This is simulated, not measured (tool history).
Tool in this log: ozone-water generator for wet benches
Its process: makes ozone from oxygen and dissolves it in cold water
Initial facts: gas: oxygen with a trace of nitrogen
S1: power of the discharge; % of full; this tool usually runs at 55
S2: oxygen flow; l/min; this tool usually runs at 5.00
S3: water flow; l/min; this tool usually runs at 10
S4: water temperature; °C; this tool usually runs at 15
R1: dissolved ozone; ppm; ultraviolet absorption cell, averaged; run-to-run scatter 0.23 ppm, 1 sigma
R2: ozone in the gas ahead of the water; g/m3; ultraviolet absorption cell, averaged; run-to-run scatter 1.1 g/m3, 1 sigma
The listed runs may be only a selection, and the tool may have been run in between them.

run    hour  S1    S2  S3  S4    R1     R2
  1     0.0  55  5.00  10  15  31.4  186.4
  2   163.1  55  5.00  10  15  31.5  186.2
  3   273.6  55  5.00  10  21  27.8  185.5
  4   439.6  55  5.00   9  21  29.5  186.1
  5   549.4  55  5.00  10  15  31.2  184.9
      568.6  -- contactor cleaned
  6   708.2  55  5.00  10  15  30.7  185.7
  7   833.3  55  5.00  10  15  30.6  183.0
  8  1009.1  55  5.00  10  15  30.5  183.0
  9  1104.4  55  5.00  10  13  31.0  183.1
     1151.5  -- contactor cleaned, once more
 10  1184.2  55  5.00  10  13  33.9  182.6
 11  1270.6  57  3.21  10  15  34.7  245.6
 12  1407.6  86  7.32   9  16  38.5  186.3
 13  1541.4  86  7.32   9  16  38.6  184.4
 14  1674.9  86  7.32   9  16  38.3  186.3
 15  1834.2  91  6.49   9  16  40.5  202.8
 16  1965.5  63  3.36  10  15  36.1  247.6
 17  2043.4  55  3.36  10  15  33.1  230.0

Run 18 comes next. What will it give?
 18  2162.2  55  3.36  10  15   ?   ?

{"run 18": {"R1": 33.2, "R2": 230.0}}
If the tool had no hidden condition, the same run with the same run-to-run variation would have returned R1 37.1 ppm, R2 255.0 g/m3.
